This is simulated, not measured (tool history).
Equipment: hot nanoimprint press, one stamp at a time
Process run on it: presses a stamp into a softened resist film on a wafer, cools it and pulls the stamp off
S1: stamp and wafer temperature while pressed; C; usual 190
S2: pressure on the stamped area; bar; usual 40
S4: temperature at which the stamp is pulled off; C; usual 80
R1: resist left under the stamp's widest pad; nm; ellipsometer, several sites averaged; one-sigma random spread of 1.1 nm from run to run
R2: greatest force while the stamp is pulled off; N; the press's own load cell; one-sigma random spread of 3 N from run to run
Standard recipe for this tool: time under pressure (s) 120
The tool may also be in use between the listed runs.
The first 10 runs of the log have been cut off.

Run 11, day 2.592: usual settings. Result: R1 177.1 nm, R2 241 N.
Run 12, day 2.85: usual settings but S2 35.2 bar. Result: R1 184.9 nm, R2 237 N.
Run 13, day 3.054: usual settings but S4 73 C. Result: R1 174.9 nm, R2 246 N.
Run 14, day 3.358: usual settings but S4 83 C. Result: R1 172.5 nm, R2 233 N.
Run 15, day 3.704: usual settings. Result: R1 176.7 nm, R2 248 N.
Run 16, day 4.062: usual settings. Result: R1 175.6 nm, R2 239 N.
Run 17, day 4.458: usual settings but S1 181 C, S2 26.4 bar, time under pressure (s) 190, S4 86 C. Result: R1 238.6 nm, R2 233 N.
Run 18, day 4.788: usual settings but S1 202 C, S2 26.4 bar, time under pressure (s) 218, S4 86 C. Result: R1 125.4 nm, R2 235 N.
Run 19, day 5.012: usual settings but S1 196 C, time under pressure (s) 78, S4 81 C. Result: R1 166.6 nm, R2 242 N.
Run 20, day 5.354: usual settings but S1 185 C, S2 29.3 bar. Result: R1 228.3 nm, R2 242 N.
Run 21, day 5.592: usual settings but S1 185 C, S2 29.3 bar. Result: R1 229.5 nm, R2 242 N.
Run 22, day 5.783: usual settings but S1 198 C, S2 37.5 bar, time under pressure (s) 217, S4 72 C. Result: R1 115.7 nm, R2 259 N.
Run 23, day 6.017: usual settings but S1 194 C, S2 33.1 bar, time under pressure (s) 110, S4 74 C. Result: R1 175.7 nm, R2 255 N.
Run 24, day 6.308: usual settings but S1 195 C, S2 27.9 bar, time under pressure (s) 91. Result: R1 193.2 nm, R2 247 N.
Run 25, day 6.712: usual settings but S2 39.4 bar, time under pressure (s) 91. Result: R1 193 nm, R2 257 N.
Run 26, day 6.888: usual settings but S2 46.4 bar, time under pressure (s) 91, S4 70 C. Result: R1 177.1 nm, R2 262 N.
Run 27, day 7.217: usual settings but S2 48.7 bar, time under pressure (s) 77, S4 70 C. Result: R1 181.5 nm, R2 263 N.
Run 28, day 7.579: usual settings but S2 48.7 bar, time under pressure (s) 77, S4 70 C. Result: R1 181.3 nm, R2 262 N.
Run 29, day 7.746: usual settings but S2 48.7 bar, time under pressure (s) 77, S4 70 C. Result: R1 183.2 nm, R2 271 N.
At day 8.117: stamp cleaned and given a new release coat.
Run 30, day 8.392: usual settings but S1 196 C, S2 34.4 bar, time under pressure (s) 77, S4 85 C. Result: R1 179.3 nm, R2 221 N.

What if the next run were any one of these 3? Each begins from the tool's condition after run 30:
Run A, day 8.712: usual settings but S2 27 bar, time under pressure (s) 232, S4 86 C. Result: R1 ?, R2 ?.
Run B, day 8.712: usual settings but S1 196 C, S2 25.5 bar, time under pressure (s) 71, S4 85 C. Result: R1 ?, R2 ?.
Run C, day 8.712: usual settings but time under pressure (s) 153. Result: R1 ?, R2 ?.

run     R1   R2
  A  177.5  222
  B  211.9  217
  C  166.6  227
The same runs, with their run-to-run variation unchanged, on a tool lacking any hidden condition would have given:
run     R1   R2
  A  169.2  219
  B  204.1  214
  C    158  224

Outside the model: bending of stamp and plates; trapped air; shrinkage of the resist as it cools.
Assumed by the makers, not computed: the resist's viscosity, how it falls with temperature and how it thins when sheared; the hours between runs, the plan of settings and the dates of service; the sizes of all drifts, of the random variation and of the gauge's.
